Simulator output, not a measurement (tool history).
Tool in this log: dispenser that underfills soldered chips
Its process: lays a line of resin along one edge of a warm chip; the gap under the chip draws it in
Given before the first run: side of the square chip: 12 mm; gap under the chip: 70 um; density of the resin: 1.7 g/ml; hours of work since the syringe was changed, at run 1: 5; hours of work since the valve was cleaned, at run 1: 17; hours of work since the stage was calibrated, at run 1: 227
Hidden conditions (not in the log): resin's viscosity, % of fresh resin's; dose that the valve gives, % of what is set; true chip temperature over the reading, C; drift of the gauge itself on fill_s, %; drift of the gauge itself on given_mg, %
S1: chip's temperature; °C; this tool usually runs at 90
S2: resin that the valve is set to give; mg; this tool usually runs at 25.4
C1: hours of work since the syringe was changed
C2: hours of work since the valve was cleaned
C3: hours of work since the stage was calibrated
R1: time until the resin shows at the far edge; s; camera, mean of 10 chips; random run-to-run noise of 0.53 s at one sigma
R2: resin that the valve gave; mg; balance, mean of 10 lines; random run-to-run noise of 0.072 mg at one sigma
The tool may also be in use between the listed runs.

run  hour   S1    S2  C1  C2   C3    R1     R2
  1     0   90  25.4   5  17  227  53.3  25.35
      3.6  -- new syringe of resin
  2   5.8   90  25.4   2  22  231    46  25.17
  3  12.6   90  25.4   7  27  237  61.8  25.29
     13.3  -- new syringe of resin
  4  16.9   90  25.4   3  30  240  48.7  25.17
     23.1  -- new syringe of resin
  5  24.4   90  25.4   1  36  246    43  25.03
  6  30.4   90  25.4   6  41  250  57.3   25.1
     32.6  -- new syringe of resin
  7  37.3   92  25.4   4  46  256  47.3  24.99
  8  41.2   92  25.4   7  49  259  57.5  24.97
     42.2  -- new syringe of resin
  9  44.6   98  22.8   2  52  261  34.4  22.33
 10  51.1   80  25.4   7  57  266  94.2   24.8
     51.9  -- new syringe of resin
 11  58.5  102  28.6   5  63  272  33.3  27.89
     61.9  -- new syringe of resin
 12  62.9  102  23.2   1  66  275  28.3  22.59
 13  66.9  102  23.2   4  69  279  31.6  22.58

Below, some changes in R1 between adjacent runs. For each, the amount present without the hidden state too (settings, incoming material, random variation) and the amount remaining for the hidden state with gauge scatter not shared by both compared results:
Run 9 -> 10: S1 98 -> 80, S2 22.8 -> 25.4. R1 +59.8 s: hidden state +24, all else +35.8.
Run 10 -> 11: S1 80 -> 102, S2 25.4 -> 28.6, new syringe of resin. R1 -60.9 s: hidden state -18.7, all else -42.2.
